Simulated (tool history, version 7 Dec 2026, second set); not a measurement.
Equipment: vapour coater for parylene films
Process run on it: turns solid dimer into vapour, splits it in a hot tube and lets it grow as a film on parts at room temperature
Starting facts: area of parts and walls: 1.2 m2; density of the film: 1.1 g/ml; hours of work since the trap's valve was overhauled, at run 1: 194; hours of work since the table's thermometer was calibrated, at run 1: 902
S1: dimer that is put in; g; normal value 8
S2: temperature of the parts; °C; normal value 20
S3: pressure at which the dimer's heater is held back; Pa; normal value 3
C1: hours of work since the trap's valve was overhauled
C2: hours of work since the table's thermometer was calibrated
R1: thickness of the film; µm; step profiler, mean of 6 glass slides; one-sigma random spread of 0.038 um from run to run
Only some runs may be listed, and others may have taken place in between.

run 1 hour=0 | S1=8 S2=20 S3=3 | C1=194 C2=902 | R1=3.9
run 2 hour=44.6 | S1=8 S2=20 S3=3 | C1=212 C2=921 | R1=3.93
run 3 hour=84.3 | S1=8 S2=20 S3=3 | C1=229 C2=937 | R1=3.86
run 4 hour=141.3 | S1=8 S2=20 S3=3 | C1=252 C2=961 | R1=3.88
run 5 hour=177.8 | S1=13 S2=20 S3=3 | C1=268 C2=976 | R1=6.21
run 6 hour=216.8 | S1=13 S2=20 S3=3 | C1=284 C2=992 | R1=6.27
run 7 hour=244.6 | S1=8 S2=20 S3=3 | C1=295 C2=1004 | R1=3.82
run 8 hour=278.4 | S1=8 S2=20 S3=3 | C1=309 C2=1018 | R1=3.82
run 9 hour=326.7 | S1=8 S2=20 S3=3 | C1=329 C2=1038 | R1=3.75
run 10 hour=375.1 | S1=8 S2=20 S3=3 | C1=350 C2=1058 | R1=3.82
run 11 hour=407.6 | S1=8 S2=20 S3=3 | C1=363 C2=1071 | R1=3.77
run 12 hour=451.7 | S1=8 S2=20 S3=3 | C1=381 C2=1090 | R1=3.78
run 13 hour=490 | S1=6 S2=20 S3=3 | C1=397 C2=1106 | R1=2.84
run 14 hour=537.3 | S1=7 S2=20 S3=3 | C1=417 C2=1125 | R1=3.2
run 15 hour=604.8 | S1=8 S2=20 S3=3 | C1=445 C2=1153 | R1=3.68
-- hour=656.9 trap's valve overhauled
run 16 hour=665.4 | S1=4 S2=20 S3=3 | C1=4 C2=1177 | R1=2.04
run 17 hour=726.9 | S1=4 S2=20 S3=3 | C1=29 C2=1202 | R1=2.06
run 18 hour=789.3 | S1=6 S2=20 S3=3 | C1=55 C2=1228 | R1=3.06
run 19 hour=831.1 | S1=6 S2=20 S3=3 | C1=72 C2=1246 | R1=3.1
run 20 hour=893.9 | S1=8 S2=20 S3=3 | C1=98 C2=1272 | R1=4.15
run 21 hour=947.7 | S1=8 S2=20 S3=3 | C1=121 C2=1294 | R1=4.11
run 22 hour=983.3 | S1=8 S2=20 S3=3 | C1=136 C2=1309 | R1=4.08
run 23 hour=1029.6 | S1=8 S2=20 S3=9.14 | C1=155 C2=1328 | R1=3.64
run 24 hour=1079.4 | S1=8 S2=20 S3=9.14 | C1=176 C2=1349 | R1=3.61
run 25 hour=1111.3 | S1=7 S2=18 S3=3 | C1=189 C2=1362 | R1=3.76
run 26 hour=1147.7 | S1=6 S2=21 S3=7.32 | C1=204 C2=1377 | R1=2.67
run 27 hour=1214.4 | S1=6 S2=21 S3=7.32 | C1=232 C2=1405 | R1=2.6
run 28 hour=1282.6 | S1=6 S2=21 S3=7.32 | C1=260 C2=1433 | R1=2.65
run 29 hour=1339.3 | S1=6 S2=21 S3=7.32 | C1=283 C2=1457 | R1=2.62
run 30 hour=1387.3 | S1=6 S2=21 S3=7.17 | C1=303 C2=1477 | R1=2.62
run 31 hour=1438 | S1=6 S2=21 S3=11.87 | C1=324 C2=1498 | R1=2.5
run 32 hour=1470.3 | S1=6 S2=21 S3=11.87 | C1=338 C2=1511 | R1=2.48
run 33 hour=1514.6 | S1=5 S2=23 S3=2.92 | C1=356 C2=1529 | R1=2.21
run 34 hour=1571.6 | S1=8 S2=26 S3=4.1 | C1=380 C2=1553 | R1=3.03
run 35 hour=1613.9 | S1=8 S2=14 S3=3 | C1=398 C2=1571 | R1=4.69
run 36 hour=1651.5 | S1=8 S2=28 S3=11.19 | C1=413 C2=1586 | R1=2.62
run 37 hour=1695.4 | S1=8 S2=28 S3=11.19 | C1=431 C2=1605 | R1=2.59
run 38 hour=1757.7 | S1=10 S2=23 S3=7.05 | C1=457 C2=1630 | R1=4.05
-- hour=1783.1 trap's valve overhauled
run 39 hour=1802.7 | S1=10 S2=23 S3=7.05 | C1=8 C2=1647 | R1=4.34
run 40 hour=1840.1 | S1=8 S2=23 S3=3.11 | C1=24 C2=1663 | R1=3.75
run 41 hour=1900.8 | S1=3 S2=20 S3=3 | C1=49 C2=1688 | R1=1.56
run 42 hour=1950.4 | S1=3 S2=20 S3=3 | C1=69 C2=1709 | R1=1.5
run 43 hour=1988 | S1=3 S2=20 S3=3 | C1=85 C2=1724 | R1=1.56
run 44 hour=2018 | S1=4 S2=28 S3=5.66 | C1=98 C2=1737 | R1=1.49
run 45 hour=2077.2 | S1=5 S2=28 S3=7.49 | C1=122 C2=1762 | R1=1.82

Across each entry between runs, compare the hidden state at the last listed run before it with the hidden state at the first listed run after it:
Runs 15 to 16: trap's valve overhauled (hour 656.9)
  vapour lost through the trap's worn valve, %: 10.1 -> 0.4; true temperature of the parts over the reading, C: -0.86 -> -0.87
  measured value less the no-hidden-state value, R1: -0.3 -> +0.05 µm
Runs 38 to 39: trap's valve overhauled (hour 1783.1)
  vapour lost through the trap's worn valve, %: 9.7 -> 1; true temperature of the parts over the reading, C: -1.17 -> -1.18
  measured value less the no-hidden-state value, R1: -0.26 -> +0.13 µm
